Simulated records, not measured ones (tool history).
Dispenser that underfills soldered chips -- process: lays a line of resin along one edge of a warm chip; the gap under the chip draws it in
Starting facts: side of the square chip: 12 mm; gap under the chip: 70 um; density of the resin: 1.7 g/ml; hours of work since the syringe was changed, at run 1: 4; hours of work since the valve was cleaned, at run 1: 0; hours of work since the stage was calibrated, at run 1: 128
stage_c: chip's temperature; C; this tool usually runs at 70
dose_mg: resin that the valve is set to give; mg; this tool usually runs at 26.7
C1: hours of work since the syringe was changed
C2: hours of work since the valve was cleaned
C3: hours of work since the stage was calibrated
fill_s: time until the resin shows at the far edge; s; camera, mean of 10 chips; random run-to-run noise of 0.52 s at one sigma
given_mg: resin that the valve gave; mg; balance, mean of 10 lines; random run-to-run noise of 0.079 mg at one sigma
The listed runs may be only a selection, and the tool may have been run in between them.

Run 1, day 0: usual settings; C1 4; C2 0; C3 128. Result: fill_s 53.9 s, given_mg 26.61 mg.
At day 0.3: new syringe of resin.
Run 2, day 0.304: usual settings; C1 0; C2 4; C3 132. Result: fill_s 44.5 s, given_mg 26.63 mg.
Run 3, day 0.658: usual settings; C1 5; C2 9; C3 138. Result: fill_s 56.8 s, given_mg 26.54 mg.
At day 0.842: new syringe of resin.
Run 4, day 1.179: usual settings; C1 5; C2 17; C3 145. Result: fill_s 56.4 s, given_mg 26.16 mg.
At day 1.362: new syringe of resin.
Run 5, day 1.775: usual settings; C1 6; C2 26; C3 154. Result: fill_s 59.7 s, given_mg 26.19 mg.
At day 1.933: new syringe of resin.
Run 6, day 2.112: usual settings; C1 3; C2 30; C3 158. Result: fill_s 51.3 s, given_mg 25.87 mg.
Run 7, day 2.417: usual settings but stage_c 78 C, dose_mg 25.3 mg; C1 7; C2 35; C3 163. Result: fill_s 49.8 s, given_mg 24.51 mg.
At day 2.483: new syringe of resin.
At day 2.95: dispensing valve cleaned and set on the balance.
Run 8, day 2.95: usual settings but stage_c 78 C, dose_mg 25.3 mg; C1 6; C2 0; C3 170. Result: fill_s 46.3 s, given_mg 25.28 mg.
At day 3.075: new syringe of resin.
Run 9, day 3.583: usual settings but stage_c 78 C, dose_mg 31.5 mg; C1 7; C2 9; C3 179. Result: fill_s 49.1 s, given_mg 31.33 mg.
At day 3.638: new syringe of resin.
Run 10, day 3.938: usual settings but stage_c 81 C, dose_mg 27.1 mg; C1 4; C2 14; C3 184. Result: fill_s 37.7 s, given_mg 26.66 mg.
At day 4.188: new syringe of resin.
Run 11, day 4.288: usual settings but stage_c 77 C, dose_mg 27.1 mg; C1 1; C2 19; C3 189. Result: fill_s 37.8 s, given_mg 26.66 mg.

Run by run, hidden condition taken away, random variation retained:
Hidden conditions of the tool in this case: resin's viscosity, % of fresh resin's; dose that the valve gives, % of what is set; true chip temperature over the reading, C; drift of the gauge itself on fill_s, %; drift of the gauge itself on given_mg, %.
run  fill_s  given_mg
  1    42.8     26.68
  2      44     26.79
  3    42.2     26.82
  4      42      26.6
  5    42.3     26.83
  6    42.7     26.61
  7    32.3      25.3
  8      32     25.29
  9    31.6      31.6
 10    28.5     27.01
 11    33.3     27.13

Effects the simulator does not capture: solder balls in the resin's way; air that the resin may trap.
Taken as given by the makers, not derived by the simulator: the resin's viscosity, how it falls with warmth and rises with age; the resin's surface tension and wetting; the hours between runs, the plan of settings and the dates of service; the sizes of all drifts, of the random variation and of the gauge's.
